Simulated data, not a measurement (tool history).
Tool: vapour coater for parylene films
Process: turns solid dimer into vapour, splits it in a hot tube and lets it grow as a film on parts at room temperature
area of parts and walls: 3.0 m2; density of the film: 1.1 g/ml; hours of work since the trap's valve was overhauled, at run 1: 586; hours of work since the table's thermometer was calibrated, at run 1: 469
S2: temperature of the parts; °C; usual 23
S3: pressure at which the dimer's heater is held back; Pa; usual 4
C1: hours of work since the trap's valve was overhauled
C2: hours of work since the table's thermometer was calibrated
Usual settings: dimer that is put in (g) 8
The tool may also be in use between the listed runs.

run 1 day=0 | dimer_that_is_put_in_(g)=8 S2=23 S3=4 | C1=586 C2=469 | thickness_of_the_film_(nm)=1865
run 2 day=1.079 | dimer_that_is_put_in_(g)=7 S2=23 S3=4 | C1=597 C2=481 | thickness_of_the_film_(nm)=1623
run 3 day=1.971 | dimer_that_is_put_in_(g)=7 S2=23 S3=4 | C1=606 C2=490 | thickness_of_the_film_(nm)=1628
-- day=2.475 trap's valve overhauled
run 4 day=2.625 | dimer_that_is_put_in_(g)=7 S2=17 S3=4 | C1=2 C2=495 | thickness_of_the_film_(nm)=1803
run 5 day=3.125 | dimer_that_is_put_in_(g)=7 S2=17 S3=4 | C1=7 C2=500 | thickness_of_the_film_(nm)=1799
run 6 day=3.725 | dimer_that_is_put_in_(g)=7 S2=17 S3=4 | C1=13 C2=506 | thickness_of_the_film_(nm)=1807
run 7 day=4.642 | dimer_that_is_put_in_(g)=7 S2=17 S3=4 | C1=22 C2=516 | thickness_of_the_film_(nm)=1821
run 8 day=5.729 | dimer_that_is_put_in_(g)=7 S2=17 S3=4 | C1=34 C2=527 | thickness_of_the_film_(nm)=1807
run 9 day=6.375 | dimer_that_is_put_in_(g)=7 S2=17 S3=4 | C1=40 C2=534 | thickness_of_the_film_(nm)=1811
run 10 day=6.938 | dimer_that_is_put_in_(g)=4 S2=23 S3=4 | C1=46 C2=540 | thickness_of_the_film_(nm)=908
run 11 day=7.846 | dimer_that_is_put_in_(g)=8 S2=21 S3=4 | C1=56 C2=549 | thickness_of_the_film_(nm)=1887
-- day=8.446 trap's valve overhauled, once more
run 12 day=8.9 | dimer_that_is_put_in_(g)=8 S2=21 S3=4 | C1=5 C2=558 | thickness_of_the_film_(nm)=2038
run 13 day=9.767 | dimer_that_is_put_in_(g)=8 S2=21 S3=4 | C1=14 C2=567 | thickness_of_the_film_(nm)=2057
run 14 day=10.479 | dimer_that_is_put_in_(g)=8 S2=21 S3=4 | C1=21 C2=574 | thickness_of_the_film_(nm)=2040
run 15 day=11.354 | dimer_that_is_put_in_(g)=8 S2=21 S3=10.78 | C1=30 C2=584 | thickness_of_the_film_(nm)=1604
run 16 day=12.3 | dimer_that_is_put_in_(g)=8 S2=21 S3=10.78 | C1=40 C2=593 | thickness_of_the_film_(nm)=1616
run 17 day=13.367 | dimer_that_is_put_in_(g)=8 S2=23 S3=4 | C1=51 C2=604 | thickness_of_the_film_(nm)=1966
run 18 day=13.929 | dimer_that_is_put_in_(g)=8 S2=23 S3=4 | C1=57 C2=610 | thickness_of_the_film_(nm)=1968
run 19 day=14.825 | dimer_that_is_put_in_(g)=8 S2=23 S3=4 | C1=66 C2=619 | thickness_of_the_film_(nm)=1950
run 20 day=15.746 | dimer_that_is_put_in_(g)=8 S2=23 S3=4 | C1=76 C2=629 | thickness_of_the_film_(nm)=1961
run 21 day=16.808 | dimer_that_is_put_in_(g)=8 S2=23 S3=4 | C1=87 C2=640 | thickness_of_the_film_(nm)=1968
run 22 day=17.404 | dimer_that_is_put_in_(g)=5 S2=23 S3=4 | C1=93 C2=646 | thickness_of_the_film_(nm)=1220
run 23 day=17.954 | dimer_that_is_put_in_(g)=5 S2=23 S3=4 | C1=98 C2=652 | thickness_of_the_film_(nm)=1230
run 24 day=18.696 | dimer_that_is_put_in_(g)=5 S2=23 S3=4 | C1=106 C2=659 | thickness_of_the_film_(nm)=1224
run 25 day=19.246 | dimer_that_is_put_in_(g)=5 S2=34 S3=4 | C1=112 C2=665 | thickness_of_the_film_(nm)=978
run 26 day=20.396 | dimer_that_is_put_in_(g)=8 S2=28 S3=4.46 | C1=124 C2=677 | thickness_of_the_film_(nm)=1708
run 27 day=21.05 | dimer_that_is_put_in_(g)=8 S2=17 S3=5.65 | C1=130 C2=684 | thickness_of_the_film_(nm)=2037
run 28 day=22.217 | dimer_that_is_put_in_(g)=8 S2=17 S3=5.65 | C1=142 C2=696 | thickness_of_the_film_(nm)=2023
run 29 day=22.771 | dimer_that_is_put_in_(g)=8 S2=17 S3=5.65 | C1=148 C2=702 | thickness_of_the_film_(nm)=2037
run 30 day=23.321 | dimer_that_is_put_in_(g)=8 S2=18 S3=3.7 | C1=154 C2=707 | thickness_of_the_film_(nm)=2197
run 31 day=24.05 | dimer_that_is_put_in_(g)=3 S2=18 S3=3.7 | C1=161 C2=715 | thickness_of_the_film_(nm)=832
run 32 day=24.633 | dimer_that_is_put_in_(g)=6 S2=18 S3=3.7 | C1=167 C2=721 | thickness_of_the_film_(nm)=1660
run 33 day=25.233 | dimer_that_is_put_in_(g)=3 S2=19 S3=2.15 | C1=174 C2=727 | thickness_of_the_film_(nm)=881
run 34 day=25.946 | dimer_that_is_put_in_(g)=3 S2=19 S3=2.15 | C1=181 C2=734 | thickness_of_the_film_(nm)=873
run 35 day=27.1 | dimer_that_is_put_in_(g)=8 S2=19 S3=6.62 | C1=193 C2=746 | thickness_of_the_film_(nm)=1877
run 36 day=27.925 | dimer_that_is_put_in_(g)=8 S2=22 S3=8.26 | C1=202 C2=755 | thickness_of_the_film_(nm)=1659
run 37 day=28.592 | dimer_that_is_put_in_(g)=8 S2=23 S3=5.87 | C1=208 C2=762 | thickness_of_the_film_(nm)=1754
run 38 day=29.25 | dimer_that_is_put_in_(g)=8 S2=23 S3=5.87 | C1=215 C2=769 | thickness_of_the_film_(nm)=1753
run 39 day=29.883 | dimer_that_is_put_in_(g)=8 S2=23 S3=5.87 | C1=222 C2=775 | thickness_of_the_film_(nm)=1758
run 40 day=30.696 | dimer_that_is_put_in_(g)=11 S2=26 S3=9.5 | C1=230 C2=784 | thickness_of_the_film_(nm)=2005
run 41 day=31.621 | dimer_that_is_put_in_(g)=4 S2=33 S3=4 | C1=240 C2=793 | thickness_of_the_film_(nm)=782
run 42 day=32.554 | dimer_that_is_put_in_(g)=4 S2=33 S3=4 | C1=249 C2=803 | thickness_of_the_film_(nm)=782
run 43 day=33.112 | dimer_that_is_put_in_(g)=5 S2=28 S3=5.91 | C1=255 C2=809 | thickness_of_the_film_(nm)=996
run 44 day=34.271 | dimer_that_is_put_in_(g)=5 S2=35 S3=11.86 | C1=267 C2=821 | thickness_of_the_film_(nm)=734
run 45 day=34.967 | dimer_that_is_put_in_(g)=8 S2=23 S3=2.55 | C1=274 C2=828 | thickness_of_the_film_(nm)=2160
run 46 day=35.829 | dimer_that_is_put_in_(g)=9 S2=20 S3=3.71 | C1=283 C2=837 | thickness_of_the_film_(nm)=2350
run 47 day=37.008 | dimer_that_is_put_in_(g)=9 S2=20 S3=3.71 | C1=296 C2=849 | thickness_of_the_film_(nm)=2346

Measured less the same run without the tool's hidden state. The same run-to-run variation is in both; the gauge's scatter may not be:
The hidden state here: vapour lost through the trap's worn valve, %; true temperature of the parts over the reading, C; drift of the gauge itself on film_um, %.
run=1 thickness_of_the_film_(nm)=-91
run=2 thickness_of_the_film_(nm)=-82
run=3 thickness_of_the_film_(nm)=-82
run=4 thickness_of_the_film_(nm)=-133
run=5 thickness_of_the_film_(nm)=-134
run=6 thickness_of_the_film_(nm)=-136
run=7 thickness_of_the_film_(nm)=-137
run=8 thickness_of_the_film_(nm)=-138
run=9 thickness_of_the_film_(nm)=-141
run=10 thickness_of_the_film_(nm)=-71
run=11 thickness_of_the_film_(nm)=-149
run=12 thickness_of_the_film_(nm)=+12
run=13 thickness_of_the_film_(nm)=+10
run=14 thickness_of_the_film_(nm)=+9
run=15 thickness_of_the_film_(nm)=+6
run=16 thickness_of_the_film_(nm)=+5
run=17 thickness_of_the_film_(nm)=+5
run=18 thickness_of_the_film_(nm)=+4
run=19 thickness_of_the_film_(nm)=+2
run=20 thickness_of_the_film_(nm)=+1
run=21 thickness_of_the_film_(nm)=-1
run=22 thickness_of_the_film_(nm)=-1
run=23 thickness_of_the_film_(nm)=-2
run=24 thickness_of_the_film_(nm)=-2
run=25 thickness_of_the_film_(nm)=-2
run=26 thickness_of_the_film_(nm)=-5
run=27 thickness_of_the_film_(nm)=-7
run=28 thickness_of_the_film_(nm)=-10
run=29 thickness_of_the_film_(nm)=-10
run=30 thickness_of_the_film_(nm)=-13
run=31 thickness_of_the_film_(nm)=-5
run=32 thickness_of_the_film_(nm)=-11
run=33 thickness_of_the_film_(nm)=-18
run=34 thickness_of_the_film_(nm)=-20
run=35 thickness_of_the_film_(nm)=-16
run=36 thickness_of_the_film_(nm)=-15
run=37 thickness_of_the_film_(nm)=-18
run=38 thickness_of_the_film_(nm)=-19
run=39 thickness_of_the_film_(nm)=-19
run=40 thickness_of_the_film_(nm)=-23
run=41 thickness_of_the_film_(nm)=-10
run=42 thickness_of_the_film_(nm)=-10
run=43 thickness_of_the_film_(nm)=-14
run=44 thickness_of_the_film_(nm)=-10
run=45 thickness_of_the_film_(nm)=-33
run=46 thickness_of_the_film_(nm)=-38
run=47 thickness_of_the_film_(nm)=-40

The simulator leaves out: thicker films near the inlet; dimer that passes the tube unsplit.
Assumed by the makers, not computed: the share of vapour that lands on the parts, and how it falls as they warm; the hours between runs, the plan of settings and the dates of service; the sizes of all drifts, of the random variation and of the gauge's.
